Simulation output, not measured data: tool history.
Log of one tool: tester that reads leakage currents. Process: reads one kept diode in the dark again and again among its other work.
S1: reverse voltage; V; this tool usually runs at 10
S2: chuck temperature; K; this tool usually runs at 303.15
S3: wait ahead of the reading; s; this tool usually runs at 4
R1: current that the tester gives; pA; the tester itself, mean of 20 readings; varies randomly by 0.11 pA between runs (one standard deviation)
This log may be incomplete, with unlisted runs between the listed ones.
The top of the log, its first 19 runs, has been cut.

run 20 hour=3307.1 | S1=10 S2=303.15 S3=3.67 | R1=43.93
run 21 hour=3470.3 | S1=1.4 S2=324.15 S3=0.98 | R1=59.64
-- hour=3589.5 probe card cleaned and baked
run 22 hour=3609.9 | S1=1.4 S2=324.15 S3=0.98 | R1=57.77
run 23 hour=3819.4 | S1=13.4 S2=324.15 S3=0.98 | R1=165.37
run 24 hour=3963.7 | S1=5.4 S2=293.15 S3=9.73 | R1=12.5
run 25 hour=4218.6 | S1=5.4 S2=293.15 S3=9.73 | R1=12.67
run 26 hour=4373.7 | S1=10 S2=303.15 S3=1.2 | R1=36.15
run 27 hour=4617.4 | S1=10 S2=303.15 S3=1.2 | R1=36.6
-- hour=4765.7 tester calibrated
run 28 hour=4814.6 | S1=9.3 S2=303.15 S3=1.2 | R1=35.33
run 29 hour=4955.3 | S1=2.5 S2=331.15 S3=1.2 | R1=115.52
-- hour=5109.3 chuck's temperature calibrated
run 30 hour=5125 | S1=7.5 S2=297.15 S3=2 | R1=22.55
run 31 hour=5276.7 | S1=10 S2=303.15 S3=4 | R1=39.07
run 32 hour=5534.7 | S1=4.8 S2=317.15 S3=1.87 | R1=67.96
run 33 hour=5804 | S1=4.8 S2=317.15 S3=1.87 | R1=68.15
run 34 hour=6056.3 | S1=4.8 S2=317.15 S3=1.87 | R1=67.73
run 35 hour=6264.2 | S1=4.8 S2=333.15 S3=0.8 | R1=183.64
run 36 hour=6424 | S1=2.4 S2=333.15 S3=0.48 | R1=132.1
run 37 hour=6570 | S1=12.3 S2=302.15 S3=8.27 | R1=43.92
run 38 hour=6735.1 | S1=12.6 S2=324.15 S3=0.63 | R1=171.12
run 39 hour=6990.2 | S1=12.6 S2=324.15 S3=0.63 | R1=171.07

Below are 4 alternative next runs, each starting from the tool's condition after run 39. Predict each:
run A hour=7142.2 | S1=1.1 S2=315.15 S3=0.4 | R1=?
run B hour=7142.2 | S1=6.2 S2=303.15 S3=6.86 | R1=?
run C hour=7142.2 | S1=3.8 S2=294.15 S3=2.22 | R1=?
run D hour=7142.2 | S1=3.6 S2=303.15 S3=0.74 | R1=?

run=A R1=29.16
run=B R1=32.54
run=C R1=14.5
run=D R1=24.4
With no hidden state in the tool, these same runs would have given:
run=A R1=28.89
run=B R1=27.37
run=C R1=11.18
run=D R1=21.56

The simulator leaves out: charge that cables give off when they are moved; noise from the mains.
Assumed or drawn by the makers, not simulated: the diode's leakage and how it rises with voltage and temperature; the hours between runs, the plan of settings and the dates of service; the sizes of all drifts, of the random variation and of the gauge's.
